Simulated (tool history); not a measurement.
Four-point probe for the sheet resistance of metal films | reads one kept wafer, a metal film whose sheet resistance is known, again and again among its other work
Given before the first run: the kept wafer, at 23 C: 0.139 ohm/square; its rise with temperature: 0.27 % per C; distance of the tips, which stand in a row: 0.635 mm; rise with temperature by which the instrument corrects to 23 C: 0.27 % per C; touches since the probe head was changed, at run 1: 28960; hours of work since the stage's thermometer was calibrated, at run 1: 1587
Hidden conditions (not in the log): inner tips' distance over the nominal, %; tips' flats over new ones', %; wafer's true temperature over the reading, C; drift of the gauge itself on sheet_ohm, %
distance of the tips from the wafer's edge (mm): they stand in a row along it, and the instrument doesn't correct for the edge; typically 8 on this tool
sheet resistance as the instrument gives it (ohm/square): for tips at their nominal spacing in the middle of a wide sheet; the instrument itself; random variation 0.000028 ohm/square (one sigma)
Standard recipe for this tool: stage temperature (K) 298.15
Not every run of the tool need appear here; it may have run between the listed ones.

run,hour,stage temperature (K),distance of the tips from the wafer's edge (mm),touches since the probe head was changed,hours of work since the stage's thermometer was calibrated,sheet resistance as the instrument gives it (ohm/square)
1,0.0,298.15,8,28960,1587,0.139215
2,38.0,298.15,8,29620,1602,0.139232
3,59.1,298.15,8,29987,1611,0.139235
4,80.0,296.15,8,30350,1619,0.139219
5,100.6,298.15,8,30708,1628,0.139186
6,120.7,292.15,8,31058,1636,0.139281

What will run 7 give?
7,157.3,296.15,21,31694,1650,?

{"run 7": {"sheet resistance as the instrument gives it (ohm/square)": 0.13884}}
If the tool had no hidden condition, the same run with the same run-to-run variation would have returned sheet resistance as the instrument gives it (ohm/square) 0.139107.
